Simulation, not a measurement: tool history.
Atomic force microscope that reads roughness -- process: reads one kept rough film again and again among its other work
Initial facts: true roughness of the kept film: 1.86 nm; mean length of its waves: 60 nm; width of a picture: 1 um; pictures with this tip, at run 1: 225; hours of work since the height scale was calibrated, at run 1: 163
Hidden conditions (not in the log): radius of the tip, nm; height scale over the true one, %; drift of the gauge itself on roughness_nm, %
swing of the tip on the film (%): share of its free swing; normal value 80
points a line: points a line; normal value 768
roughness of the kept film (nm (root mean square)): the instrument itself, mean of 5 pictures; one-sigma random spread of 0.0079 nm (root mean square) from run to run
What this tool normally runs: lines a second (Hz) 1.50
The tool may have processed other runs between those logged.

run   hour  lines a second (Hz)  swing of the tip on the film (%)  points a line  pictures with this tip  hours of work since the height scale was calibrated  roughness of the kept film (nm (root mean square))
  1    0.0                 1.50                                80            768                     225                                                  163                                               1.670
  2    8.2                 1.50                                80            768                     242                                                  168                                               1.664
  3   17.1                 1.50                                80            768                     260                                                  173                                               1.659
  4   23.8                 1.50                                80            768                     274                                                  178                                               1.653
      25.5  -- new tip fitted
  5   33.1                 1.50                                80            768                      16                                                  183                                               1.702
  6   41.6                 1.50                                80            768                      33                                                  189                                               1.706
  7   49.2                 1.50                                80            768                      49                                                  193                                               1.705
  8   56.9                 1.50                                80            801                      66                                                  198                                               1.686
  9   62.7                 1.50                                80            801                      78                                                  202                                               1.700
 10   71.4                 1.50                                80            801                      96                                                  208                                               1.693
 11   78.4                 1.50                                80            768                     111                                                  212                                               1.682
 12   87.6                 1.50                                80            768                     130                                                  218                                               1.685
 13   92.3                 1.50                                80            768                     140                                                  221                                               1.697
 14   97.6                 3.36                                57            716                     151                                                  224                                               1.732
 15  106.8                 1.50                                61            768                     170                                                  230                                               1.753
 16  112.4                 3.48                                76            768                     182                                                  234                                               1.578

Run 17, settings as shown, results not yet in. Your forecast:
 17  116.4                 2.18                                66            658                     190                                                  236                                                   ?

roughness of the kept film (nm (root mean square)): 1.708
On a tool with no hidden condition, and with the same random variation, this run would have come out at roughness of the kept film (nm (root mean square)) 1.748.
